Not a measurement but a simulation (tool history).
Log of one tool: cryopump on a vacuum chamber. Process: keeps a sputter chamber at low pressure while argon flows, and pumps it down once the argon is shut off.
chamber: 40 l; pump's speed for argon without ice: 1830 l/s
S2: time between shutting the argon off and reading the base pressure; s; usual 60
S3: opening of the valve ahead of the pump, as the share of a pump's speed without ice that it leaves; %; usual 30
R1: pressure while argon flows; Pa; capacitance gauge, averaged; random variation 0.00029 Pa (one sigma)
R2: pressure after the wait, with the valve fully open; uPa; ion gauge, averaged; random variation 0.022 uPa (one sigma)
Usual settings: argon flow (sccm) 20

Run 1, hour 0: usual settings. Result: R1 0.0616 Pa, R2 1.76 uPa.
Run 2, hour 11.4: usual settings. Result: R1 0.0618 Pa, R2 1.79 uPa.
Run 3, hour 28.9: usual settings. Result: R1 0.0623 Pa, R2 1.79 uPa.
Run 4, hour 43.2: usual settings but S3 41 %. Result: R1 0.0455 Pa, R2 1.77 uPa.
Run 5, hour 61.6: usual settings but argon flow (sccm) 31. Result: R1 0.097 Pa, R2 1.83 uPa.
Run 6, hour 81.8: usual settings. Result: R1 0.0623 Pa, R2 1.77 uPa.
Run 7, hour 97.8: usual settings. Result: R1 0.0617 Pa, R2 1.78 uPa.
Run 8, hour 120.7: usual settings. Result: R1 0.0621 Pa, R2 1.8 uPa.
Run 9, hour 135.2: usual settings. Result: R1 0.0624 Pa, R2 1.83 uPa.
Run 10, hour 158.5: usual settings. Result: R1 0.0631 Pa, R2 1.8 uPa.
Run 11, hour 181.1: usual settings but argon flow (sccm) 16. Result: R1 0.0499 Pa, R2 1.87 uPa.
Run 12, hour 203: usual settings but S3 16 %. Result: R1 0.1159 Pa, R2 1.87 uPa.
Run 13, hour 213.7: usual settings but S3 16 %. Result: R1 0.1162 Pa, R2 1.79 uPa.
Run 14, hour 225.3: usual settings but S3 16 %. Result: R1 0.1164 Pa, R2 1.86 uPa.
Run 15, hour 235.9: usual settings. Result: R1 0.0625 Pa, R2 1.86 uPa.
Run 16, hour 258.8: usual settings. Result: R1 0.0631 Pa, R2 1.81 uPa.
Run 17, hour 277.2: usual settings. Result: R1 0.0626 Pa, R2 1.9 uPa.
Run 18, hour 287.5: usual settings. Result: R1 0.0628 Pa, R2 1.9 uPa.
Run 19, hour 299.3: usual settings. Result: R1 0.0627 Pa, R2 1.88 uPa.
Run 20, hour 320.3: usual settings but argon flow (sccm) 32, S3 15 %. Result: R1 0.199 Pa, R2 1.9 uPa.
Run 21, hour 342.2: usual settings but argon flow (sccm) 26, S2 259 s, S3 26 %. Result: R1 0.0941 Pa, R2 1.5 uPa.
Run 22, hour 366.5: usual settings but argon flow (sccm) 25, S2 116 s. Result: R1 0.0787 Pa, R2 1.63 uPa.
Run 23, hour 389.4: usual settings but S3 54 %. Result: R1 0.036 Pa, R2 1.97 uPa.
Run 24, hour 409.6: usual settings but argon flow (sccm) 11, S2 83 s, S3 35 %. Result: R1 0.0299 Pa, R2 1.89 uPa.
Run 25, hour 427.5: usual settings but argon flow (sccm) 22, S2 275 s, S3 18 %. Result: R1 0.1145 Pa, R2 1.59 uPa.
Run 26, hour 450.5: usual settings but argon flow (sccm) 22, S2 275 s. Result: R1 0.0692 Pa, R2 1.65 uPa.
Run 27, hour 461.3: usual settings but argon flow (sccm) 23, S2 40 s, S3 27 %. Result: R1 0.0806 Pa, R2 2.22 uPa.
Run 28, hour 472.2: usual settings but argon flow (sccm) 10, S2 43 s, S3 40 %. Result: R1 0.0238 Pa, R2 2.11 uPa.
Run 29, hour 483.1: usual settings but argon flow (sccm) 27, S3 22 %. Result: R1 0.1157 Pa, R2 1.96 uPa.
Run 30, hour 500.6: usual settings but argon flow (sccm) 27, S2 36 s, S3 31 %. Result: R1 0.0827 Pa, R2 2.35 uPa.
Run 31, hour 514.5: usual settings but argon flow (sccm) 27, S2 36 s, S3 31 %. Result: R1 0.0822 Pa, R2 2.42 uPa.
Run 32, hour 526: usual settings but argon flow (sccm) 27, S2 36 s, S3 31 %. Result: R1 0.0826 Pa, R2 2.3 uPa.
Run 33, hour 546.2: usual settings but argon flow (sccm) 31, S2 29 s, S3 44 %. Result: R1 0.068 Pa, R2 2.5 uPa.
Run 34, hour 565.6: usual settings but argon flow (sccm) 31, S2 29 s, S3 44 %. Result: R1 0.0672 Pa, R2 2.51 uPa.

Some steps in R1 between neighbouring runs. How much of each would the tool show without its hidden state too (settings, what came in, random variation), and how much is left for the hidden state, with any gauge scatter that isn't in both results?
The hidden state here: pump's speed, % of a pump's without ice; cold plate's temperature, K; leak into the chamber, uPa l/s; drift of the gauge itself on working_pa, %; drift of the gauge itself on base_upa, %.
Run 19 -> 20: argon flow (sccm) 20 -> 32, S3 30 -> 15. R1 +0.1363 Pa: hidden state +0.0008, all else +0.1355.
Run 20 -> 21: argon flow (sccm) 32 -> 26, S2 60 -> 259, S3 15 -> 26. R1 -0.1049 Pa: hidden state -0.0003, all else -0.1046.
Run 27 -> 28: argon flow (sccm) 23 -> 10, S2 40 -> 43, S3 27 -> 40. R1 -0.0568 Pa: hidden state -0.001, all else -0.0558.
Run 28 -> 29: argon flow (sccm) 10 -> 27, S2 43 -> 60, S3 40 -> 22. R1 +0.0919 Pa: hidden state +0.0013, all else +0.0906.

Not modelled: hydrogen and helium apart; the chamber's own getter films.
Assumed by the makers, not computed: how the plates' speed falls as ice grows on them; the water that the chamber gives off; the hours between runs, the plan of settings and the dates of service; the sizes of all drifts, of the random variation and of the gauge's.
